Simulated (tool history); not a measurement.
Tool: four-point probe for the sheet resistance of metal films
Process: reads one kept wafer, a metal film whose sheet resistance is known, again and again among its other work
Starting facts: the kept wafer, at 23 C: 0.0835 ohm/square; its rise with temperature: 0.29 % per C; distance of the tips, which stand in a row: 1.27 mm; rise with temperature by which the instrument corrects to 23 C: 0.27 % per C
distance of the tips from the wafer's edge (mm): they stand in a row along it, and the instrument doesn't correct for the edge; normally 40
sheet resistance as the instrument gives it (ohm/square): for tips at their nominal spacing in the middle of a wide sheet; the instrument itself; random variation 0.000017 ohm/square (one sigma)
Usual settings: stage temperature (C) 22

run	day	stage temperature (C)	distance of the tips from the wafer's edge (mm)	sheet resistance as the instrument gives it (ohm/square)
1	0	22	40	0.082799
2	2.583	33	40	0.082974
3	4.221	33	4	0.087194
4	6.412	28	40	0.082862
5	8.967	25	40	0.082829
6	11.746	25	12	0.083246
7	13.788	25	12	0.083227
8	16.875	25	12	0.083228
9	20	23	31	0.082738
10	21.608	23	31	0.082737
11	23.946	29	4	0.087045
12	27.071	20	54	0.08265
13	29.338	20	54	0.082604
14	31.575	24	17	0.082946

Each row is a separate what-if for the run after 14, all from the same tool condition, not one after another. Results?
A	34.558	18	40	?
B	34.558	24	6	?
C	34.558	24	44	?

run	sheet resistance as the instrument gives it (ohm/square)
A	0.082579
B	0.084607
C	0.082699
Without the tool's hidden state the same runs would have given:
run	sheet resistance as the instrument gives it (ohm/square)
A	0.083443
B	0.085489
C	0.083563

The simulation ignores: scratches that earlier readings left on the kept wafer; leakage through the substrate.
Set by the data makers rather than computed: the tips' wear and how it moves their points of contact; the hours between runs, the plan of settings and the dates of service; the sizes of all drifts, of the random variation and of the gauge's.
